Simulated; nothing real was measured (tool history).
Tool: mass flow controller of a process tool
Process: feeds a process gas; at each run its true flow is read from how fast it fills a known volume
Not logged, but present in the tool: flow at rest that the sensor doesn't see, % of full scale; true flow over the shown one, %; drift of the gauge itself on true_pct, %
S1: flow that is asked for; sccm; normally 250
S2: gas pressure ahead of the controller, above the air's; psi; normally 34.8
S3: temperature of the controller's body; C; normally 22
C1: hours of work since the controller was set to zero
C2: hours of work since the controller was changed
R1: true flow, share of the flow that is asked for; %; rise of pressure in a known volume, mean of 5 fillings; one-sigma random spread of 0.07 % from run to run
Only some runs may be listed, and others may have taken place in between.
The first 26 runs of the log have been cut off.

run,hour,S1,S2,S3,C1,C2,R1
# hour 1553.6: gauge calibrated
27,1598.6,54,34.8,26,723,723,96.81
28,1641.3,431,27.1,21,736,736,99.25
29,1709.7,431,27.1,21,757,757,99.27
30,1753.8,431,27.1,21,770,770,99.08
31,1803.9,480,34.8,27,786,786,99.43
32,1865.8,480,34.8,27,805,805,99.18
33,1922.1,480,34.8,27,822,822,99.32
34,1959.5,250,32.3,23,833,833,97.47
35,2041.4,190,34.8,27,858,858,97.23
36,2093.4,206,28.3,33,874,874,97.83
37,2146.7,250,34.8,35,890,890,97.94
38,2213.7,147,34.8,35,911,911,97.17
39,2262.3,250,22.2,22,925,925,97.51
# hour 2286.8: gauge calibrated
40,2319.6,250,22.2,22,943,943,98.55
41,2392.7,250,22.2,22,965,965,98.35
42,2444.5,61,35.5,36,981,981,97.25
43,2489.3,78,35.5,20,994,994,96.35
44,2527.8,78,35.5,20,1006,1006,96.42
45,2594.3,130,35.5,27,1026,1026,96.91
46,2664.4,63,22.0,28,1048,1048,97.17
47,2704.6,489,34.8,29,1060,1060,99.21
48,2762.3,487,34.8,23,1078,1078,98.77

4 ways to go on from here, each from the tool as it stands after run 48. What would each give?
A,2839.1,325,29.7,34,1101,1101,?
B,2839.1,161,34.8,25,1101,1101,?
C,2839.1,262,31.5,33,1101,1101,?
D,2839.1,313,34.8,22,1101,1101,?

run,R1
A,98.68
B,96.60
C,98.04
D,97.57
The same runs, with their run-to-run variation unchanged, on a tool lacking any hidden condition would have given:
run,R1
A,99.43
B,97.34
C,98.79
D,98.31
